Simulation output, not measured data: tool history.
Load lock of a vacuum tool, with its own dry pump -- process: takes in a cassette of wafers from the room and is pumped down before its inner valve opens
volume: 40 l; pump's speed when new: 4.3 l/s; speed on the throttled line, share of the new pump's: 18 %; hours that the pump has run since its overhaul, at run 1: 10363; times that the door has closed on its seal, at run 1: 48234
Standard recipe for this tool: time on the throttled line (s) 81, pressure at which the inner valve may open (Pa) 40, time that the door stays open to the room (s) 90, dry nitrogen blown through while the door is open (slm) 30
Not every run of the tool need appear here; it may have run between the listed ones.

run    hour  time on the throttled line (s)  pressure at which the inner valve may open (Pa)  time that the door stays open to the room (s)  dry nitrogen blown through while the door is open (slm)  hours that the pump has run since its overhaul  times that the door has closed on its seal  incoming humidity of the room's air, %  time from the closed door until the inner valve may open (s)  rise of the pressure with all valves shut (Pa/min)
  1     0.0                              81                                               40                                             90                                                       30                                           10363                                       48234                                    45.2                                                         147.5                                               0.713
      265.0  -- door's seal changed, seat wiped
  2   388.5                              81                                               40                                             90                                                       30                                           10750                                         605                                    45.7                                                         146.7                                               0.046
  3   740.5                              81                                               40                                             90                                                       30                                           11102                                        2328                                    43.3                                                         146.9                                               0.047
  4  1216.3                              81                                               40                                             90                                                       30                                           11578                                        4657                                    47.9                                                         148.4                                               0.070
  5  1659.7                              81                                               40                                             90                                                       30                                           12022                                        6828                                    43.7                                                         147.7                                               0.079
  6  1981.6                              81                                               40                                             90                                                       30                                           12343                                        8404                                    43.6                                                         149.1                                               0.092
  7  2373.4                              81                                               40                                             90                                                       30                                           12735                                       10322                                    43.5                                                         148.2                                               0.108
  8  2954.3                              81                                               40                                             90                                                       30                                           13316                                       13165                                    42.1                                                         149.0                                               0.131
  9  3467.5                              81                                               40                                             90                                                       30                                           13829                                       15677                                    47.3                                                         150.0                                               0.159
 10  3746.9                              81                                               40                                             90                                                       30                                           14109                                       17045                                    44.2                                                         149.2                                               0.165
 11  4026.3                              81                                               40                                             26                                                       30                                           14388                                       18413                                    44.0                                                         150.6                                               0.168
 12  4608.4                              81                                               40                                             26                                                       30                                           14970                                       21263                                    48.6                                                         150.4                                               0.200
 13  5059.8                             107                                               80                                             46                                                       21                                           15422                                       23473                                    47.6                                                         163.8                                               0.242
 14  5644.0                             107                                               80                                             58                                                       14                                           16006                                       26332                                    44.1                                                         163.4                                               0.274
 15  6055.6                             107                                               69                                             62                                                       10                                           16417                                       28347                                    48.0                                                         166.0                                               0.321
     6341.9  -- dry pump taken out, an overhauled one fitted
 16  6511.7                              68                                               40                                             77                                                       19                                             170                                       30550                                    43.1                                                         129.1                                               0.351
 17  6995.5                              81                                               65                                             90                                                       30                                             654                                       32919                                    43.9                                                         135.9                                               0.380
 18  7450.2                              93                                               40                                             75                                                       41                                            1108                                       35145                                    46.2                                                         149.8                                               0.408
 19  7724.1                              93                                               63                                             87                                                        6                                            1382                                       36486                                    44.0                                                         147.4                                               0.475

Forecast run 20:
 20  8266.0                              93                                               63                                             87                                                        6                                            1924                                       39139                                    46.7                                                             ?                                                   ?

time from the closed door until the inner valve may open (s): 146.9
rise of the pressure with all valves shut (Pa/min): 0.526
With no hidden state in the tool, this same run would have given time from the closed door until the inner valve may open (s) 146.1, rise of the pressure with all valves shut (Pa/min) 0.062.
